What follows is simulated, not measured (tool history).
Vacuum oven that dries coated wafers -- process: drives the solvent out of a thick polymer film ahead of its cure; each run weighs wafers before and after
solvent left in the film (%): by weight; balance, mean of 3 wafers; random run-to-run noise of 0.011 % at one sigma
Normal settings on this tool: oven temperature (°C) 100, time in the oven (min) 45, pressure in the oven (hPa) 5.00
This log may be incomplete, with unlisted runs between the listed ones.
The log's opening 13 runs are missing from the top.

run   hour  oven temperature (°C)  time in the oven (min)  pressure in the oven (hPa)  hours of work since the thermocouples were calibrated  hours of work since the vacuum gauge was cleaned of residue  solvent left in the film (%)
 14  260.1                    100                      45                        5.00                                                    648                                                          315                          4.39
 15  274.3                    100                      45                        5.00                                                    657                                                          324                          4.38
 16  295.8                    112                      45                        5.00                                                    671                                                          338                          1.91
 17  310.1                    112                      45                        5.00                                                    680                                                          347                          1.90
 18  335.6                    112                      45                        5.00                                                    697                                                          363                          1.87
 19  349.6                     88                      27                        5.00                                                    706                                                          372                         10.73
 20  362.9                     91                      45                        5.00                                                    714                                                          381                          6.82
 21  385.1                     91                      45                        8.74                                                    728                                                          395                          7.03
 22  409.1                     91                      45                        8.74                                                    744                                                          410                          7.04
     412.3  -- vacuum gauge cleaned of residue and calibrated
 23  433.6                     97                      32                       19.80                                                    759                                                           14                          7.98
 24  460.6                    100                      23                        5.00                                                    776                                                           31                          8.58
 25  472.8                     90                      40                       18.13                                                    784                                                           39                          8.61
 26  499.9                     90                      40                       18.13                                                    801                                                           56                          8.60
 27  522.7                    106                      24                        2.67                                                    816                                                           71                          6.63
 28  536.8                    106                      24                        2.67                                                    825                                                           80                          6.60
 29  549.5                    101                      43                        9.15                                                    833                                                           88                          4.56
     553.5  -- vacuum gauge cleaned of residue and calibrated, once more
 30  568.6                    110                      27                        5.00                                                    844                                                           10                          4.92
 31  585.7                    107                      80                        5.25                                                    855                                                           21                          0.80
 32  605.1                    107                      55                       17.14                                                    868                                                           33                          2.40
     627.4  -- oven's thermocouples calibrated
 33  630.9                    107                      55                       17.14                                                      2                                                           48                          2.69
 34  649.2                    107                      55                       17.14                                                     14                                                           60                          2.69
 35  671.2                     99                      40                        5.00                                                     28                                                           74                          5.72

Each row is a separate what-if for the run after 35, all from the same tool condition, not one after another. Results?
  A  697.4                     89                      40                       12.79                                                     45                                                           91                             ?
  B  697.4                    109                      40                       18.82                                                     45                                                           91                             ?
  C  697.4                     99                      33                        2.63                                                     45                                                           91                             ?
  D  697.4                     91                      25                        5.00                                                     45                                                           91                             ?

run  solvent left in the film (%)
  A                          8.99
  B                          3.81
  C                          6.83
  D                         10.74
Without the tool's unlogged condition, the same runs would have read:
run  solvent left in the film (%)
  A                          8.84
  B                          3.70
  C                          6.69
  D                         10.62

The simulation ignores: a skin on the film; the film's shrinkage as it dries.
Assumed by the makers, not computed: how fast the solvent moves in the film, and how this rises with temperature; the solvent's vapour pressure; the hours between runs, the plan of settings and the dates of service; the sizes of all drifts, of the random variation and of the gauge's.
